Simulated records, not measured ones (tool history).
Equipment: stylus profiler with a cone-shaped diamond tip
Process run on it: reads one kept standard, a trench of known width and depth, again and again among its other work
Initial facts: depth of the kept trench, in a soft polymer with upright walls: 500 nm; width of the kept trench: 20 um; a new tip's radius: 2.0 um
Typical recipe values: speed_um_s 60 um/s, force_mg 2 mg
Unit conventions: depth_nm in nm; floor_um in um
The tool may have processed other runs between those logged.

Run 1, day 0: usual settings. Result: depth_nm 503.62 nm, floor_um 17.13 um.
Run 2, day 1.729: usual settings. Result: depth_nm 503.51 nm, floor_um 17.11 um.
Run 3, day 3.521: usual settings. Result: depth_nm 503.62 nm, floor_um 17.15 um.
Run 4, day 4.833: usual settings. Result: depth_nm 503.81 nm, floor_um 17.17 um.
Run 5, day 6.254: usual settings. Result: depth_nm 503.65 nm, floor_um 17.08 um.
Run 6, day 7.896: usual settings. Result: depth_nm 503.65 nm, floor_um 17.14 um.
Run 7, day 10.704: usual settings. Result: depth_nm 503.72 nm, floor_um 17.16 um.
Run 8, day 11.979: usual settings but force_mg 0.82 mg. Result: depth_nm 501.98 nm, floor_um 17.01 um.
Run 9, day 14.425: usual settings but force_mg 0.82 mg. Result: depth_nm 501.97 nm, floor_um 16.98 um.
Run 10, day 16.75: usual settings but force_mg 0.82 mg. Result: depth_nm 501.79 nm, floor_um 17.02 um.
Run 11, day 19.767: usual settings. Result: depth_nm 503.8 nm, floor_um 17.09 um.
Run 12, day 22.733: usual settings. Result: depth_nm 503.9 nm, floor_um 17.15 um.
Run 13, day 25.071: usual settings. Result: depth_nm 503.34 nm, floor_um 17.18 um.
Run 14, day 26.896: usual settings. Result: depth_nm 503.67 nm, floor_um 17.09 um.
Run 15, day 28.829: usual settings. Result: depth_nm 503.7 nm, floor_um 17.17 um.
Run 16, day 30.512: usual settings. Result: depth_nm 503.66 nm, floor_um 17.1 um.
Run 17, day 33.383: usual settings but speed_um_s 63 um/s, force_mg 1.85 mg. Result: depth_nm 503.42 nm, floor_um 17.11 um.
Run 18, day 35.504: usual settings but speed_um_s 52 um/s. Result: depth_nm 503.42 nm, floor_um 17.18 um.
Run 19, day 38.646: usual settings but speed_um_s 52 um/s. Result: depth_nm 503.71 nm, floor_um 17.18 um.
Run 20, day 40.304: usual settings but speed_um_s 52 um/s. Result: depth_nm 503.45 nm, floor_um 17.15 um.
Run 21, day 42.846: usual settings but speed_um_s 20 um/s, force_mg 5.09 mg. Result: depth_nm 506.78 nm, floor_um 17.3 um.
Run 22, day 45.896: usual settings but speed_um_s 29 um/s. Result: depth_nm 503.46 nm, floor_um 17.23 um.
Run 23, day 48.25: usual settings but speed_um_s 179 um/s, force_mg 1.65 mg. Result: depth_nm 503.19 nm, floor_um 16.68 um.
Run 24, day 49.529: usual settings but speed_um_s 138 um/s, force_mg 3.58 mg. Result: depth_nm 505.53 nm, floor_um 16.94 um.
Run 25, day 51.071: usual settings but speed_um_s 42 um/s, force_mg 3.22 mg. Result: depth_nm 505.04 nm, floor_um 17.24 um.
Run 26, day 53.725: usual settings but force_mg 5.65 mg. Result: depth_nm 507.06 nm, floor_um 17.22 um.
Run 27, day 55.108: usual settings but speed_um_s 48 um/s, force_mg 1.02 mg. Result: depth_nm 501.95 nm, floor_um 17.08 um.
Run 28, day 58.104: usual settings but speed_um_s 45 um/s, force_mg 2.08 mg. Result: depth_nm 503.53 nm, floor_um 17.16 um.
Run 29, day 61.246: usual settings but speed_um_s 229 um/s, force_mg 3.83 mg. Result: depth_nm 505.54 nm, floor_um 16.78 um.
Run 30, day 64.079: usual settings but speed_um_s 52 um/s, force_mg 1.49 mg. Result: depth_nm 503.06 nm, floor_um 17.12 um.

5 ways to go on from here, each from the tool as it stands after run 30. What would each give?
Run A, day 65.371: usual settings but speed_um_s 73 um/s. Result: depth_nm ?, floor_um ?.
Run B, day 65.371: usual settings but speed_um_s 34 um/s, force_mg 4.05 mg. Result: depth_nm ?, floor_um ?.
Run C, day 65.371: usual settings but speed_um_s 52 um/s, force_mg 1.73 mg. Result: depth_nm ?, floor_um ?.
Run D, day 65.371: usual settings but speed_um_s 29 um/s, force_mg 5.57 mg. Result: depth_nm ?, floor_um ?.
Run E, day 65.371: usual settings but speed_um_s 35 um/s, force_mg 1.5 mg. Result: depth_nm ?, floor_um ?.

run  depth_nm  floor_um
  A    503.64     17.09
  B    505.62     17.26
  C    503.52     17.09
  D    507.16     17.27
  E    502.88     17.19
The same runs, with their run-to-run variation unchanged, on a tool lacking any hidden condition would have given:
run  depth_nm  floor_um
  A    503.66     17.13
  B    505.65     17.29
  C    503.55     17.12
  D    507.19     17.31
  E    502.91     17.23
